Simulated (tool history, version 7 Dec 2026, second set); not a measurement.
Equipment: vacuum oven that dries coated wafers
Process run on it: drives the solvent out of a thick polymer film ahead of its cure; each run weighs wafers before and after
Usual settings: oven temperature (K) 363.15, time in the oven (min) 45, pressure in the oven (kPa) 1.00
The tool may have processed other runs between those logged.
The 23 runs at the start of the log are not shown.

run   hour  oven temperature (K)  time in the oven (min)  pressure in the oven (kPa)  solvent left in the film (%)
 24  510.2                365.15                      45                        1.64                          2.61
 25  527.8                365.15                      45                        1.64                          2.66
 26  548.9                375.15                      33                        0.65                          1.72
 27  575.1                372.15                      76                        0.63                          0.31
 28  595.0                369.15                      45                        1.98                          1.86
 29  614.6                369.15                      45                        1.98                          1.89
 30  629.4                363.15                      34                        3.84                          4.81
 31  659.2                363.15                      34                        3.84                          4.81
 32  677.4                363.15                      34                        3.84                          4.82
 33  698.0                360.15                      45                        1.00                          3.83
 34  712.2                374.15                      40                        1.00                          1.27

What if the next run were any one of these 4? Each begins from the tool's condition after run 34:
  A  727.2                373.15                      26                        1.03                             ?
  B  727.2                361.15                      23                        0.54                             ?
  C  727.2                374.15                      52                        1.00                             ?
  D  727.2                374.15                      27                        3.17                             ?

run  solvent left in the film (%)
  A                          3.09
  B                          6.88
  C                          0.66
  D                          2.97
With no hidden state in the tool, these same runs would have given:
run  solvent left in the film (%)
  A                          3.19
  B                          6.99
  C                          0.68
  D                          3.06
